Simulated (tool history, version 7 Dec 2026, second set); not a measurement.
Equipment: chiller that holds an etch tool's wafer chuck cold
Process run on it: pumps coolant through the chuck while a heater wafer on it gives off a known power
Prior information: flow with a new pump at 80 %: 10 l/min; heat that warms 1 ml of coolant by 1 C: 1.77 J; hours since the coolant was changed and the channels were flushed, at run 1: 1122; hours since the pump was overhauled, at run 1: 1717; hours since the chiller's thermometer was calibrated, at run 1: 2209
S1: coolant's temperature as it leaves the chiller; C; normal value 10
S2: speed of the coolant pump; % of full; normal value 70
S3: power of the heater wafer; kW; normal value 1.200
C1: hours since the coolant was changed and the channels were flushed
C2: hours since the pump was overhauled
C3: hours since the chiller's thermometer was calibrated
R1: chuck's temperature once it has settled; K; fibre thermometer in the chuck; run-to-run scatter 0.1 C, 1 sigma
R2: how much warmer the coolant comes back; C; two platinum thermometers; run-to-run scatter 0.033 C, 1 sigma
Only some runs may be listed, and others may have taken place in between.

run 1 hour=0.0 | S1=10 S2=70 S3=1.200 | C1=1122 C2=1717 C3=2209 | R1=292.25 R2=4.96
run 2 hour=56.6 | S1=10 S2=70 S3=1.200 | C1=1179 C2=1773 C3=2265 | R1=292.55 R2=4.96
run 3 hour=125.1 | S1=10 S2=70 S3=1.200 | C1=1247 C2=1842 C3=2334 | R1=292.45 R2=4.90
run 4 hour=234.1 | S1=10 S2=70 S3=1.200 | C1=1356 C2=1951 C3=2443 | R1=292.45 R2=4.98
run 5 hour=344.4 | S1=10 S2=70 S3=1.200 | C1=1467 C2=2061 C3=2553 | R1=292.65 R2=4.90
run 6 hour=448.3 | S1=10 S2=70 S3=1.200 | C1=1570 C2=2165 C3=2657 | R1=292.75 R2=4.99
run 7 hour=534.9 | S1=10 S2=84 S3=1.200 | C1=1657 C2=2252 C3=2743 | R1=291.25 R2=4.14
run 8 hour=647.0 | S1=10 S2=70 S3=1.200 | C1=1769 C2=2364 C3=2856 | R1=292.95 R2=4.98
-- hour=725.2 chiller's thermometer calibrated
run 9 hour=751.3 | S1=10 S2=70 S3=0.976 | C1=1872 C2=2467 C3=26 | R1=291.45 R2=4.05
run 10 hour=800.6 | S1=10 S2=70 S3=1.200 | C1=1922 C2=2516 C3=75 | R1=293.55 R2=5.04
run 11 hour=916.6 | S1=6 S2=67 S3=1.705 | C1=2038 C2=2632 C3=191 | R1=294.45 R2=7.50
run 12 hour=982.2 | S1=18 S2=65 S3=1.418 | C1=2103 C2=2698 C3=257 | R1=304.15 R2=6.41

Forecast run 13:
run 13 hour=1083.7 | S1=18 S2=65 S3=1.418 | C1=2205 C2=2800 C3=359 | R1=? R2=?

Run 13 came out at R1 304.35 K, R2 6.48 C.
The same run, on a tool lacking any hidden state, would have yielded R1 302.45 K, R2 6.04 C.
